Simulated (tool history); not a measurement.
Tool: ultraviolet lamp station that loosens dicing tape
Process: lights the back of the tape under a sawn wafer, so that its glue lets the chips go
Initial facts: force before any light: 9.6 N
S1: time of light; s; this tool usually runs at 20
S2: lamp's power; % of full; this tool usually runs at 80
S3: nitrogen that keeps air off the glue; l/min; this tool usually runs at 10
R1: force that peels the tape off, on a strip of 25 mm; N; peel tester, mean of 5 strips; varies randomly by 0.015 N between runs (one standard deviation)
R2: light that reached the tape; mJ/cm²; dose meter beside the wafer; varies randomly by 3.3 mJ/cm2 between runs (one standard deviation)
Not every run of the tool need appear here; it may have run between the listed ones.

run,hour,S1,S2,S3,R1,R2
1,0.0,20,80,10,1.083,433
2,16.9,20,80,10,1.082,427
3,29.2,26,80,10,0.632,541
# hour 41.6: window cleaned of glue's vapour
4,44.7,20,77,10,0.883,468
5,61.5,20,69,10,1.112,418
6,78.0,20,84,10,0.778,504
7,87.5,20,80,10,0.843,478
8,104.4,24,80,14,0.489,564
9,118.1,24,80,14,0.496,570
10,128.2,24,80,14,0.492,561
11,139.1,24,80,14,0.499,559
12,154.1,20,80,7,1.189,464
13,170.4,20,80,8,1.090,460

Forecast each of these 3 alternatives for the next run:
A,181.7,20,88,10,?,?
B,181.7,20,80,6,?,?
C,181.7,25,78,10,?,?

run,R1,R2
A,0.782,501
B,1.310,455
C,0.606,555
With no hidden state in the tool, these same runs would have given:
run,R1,R2
A,0.581,579
B,0.999,526
C,0.454,642

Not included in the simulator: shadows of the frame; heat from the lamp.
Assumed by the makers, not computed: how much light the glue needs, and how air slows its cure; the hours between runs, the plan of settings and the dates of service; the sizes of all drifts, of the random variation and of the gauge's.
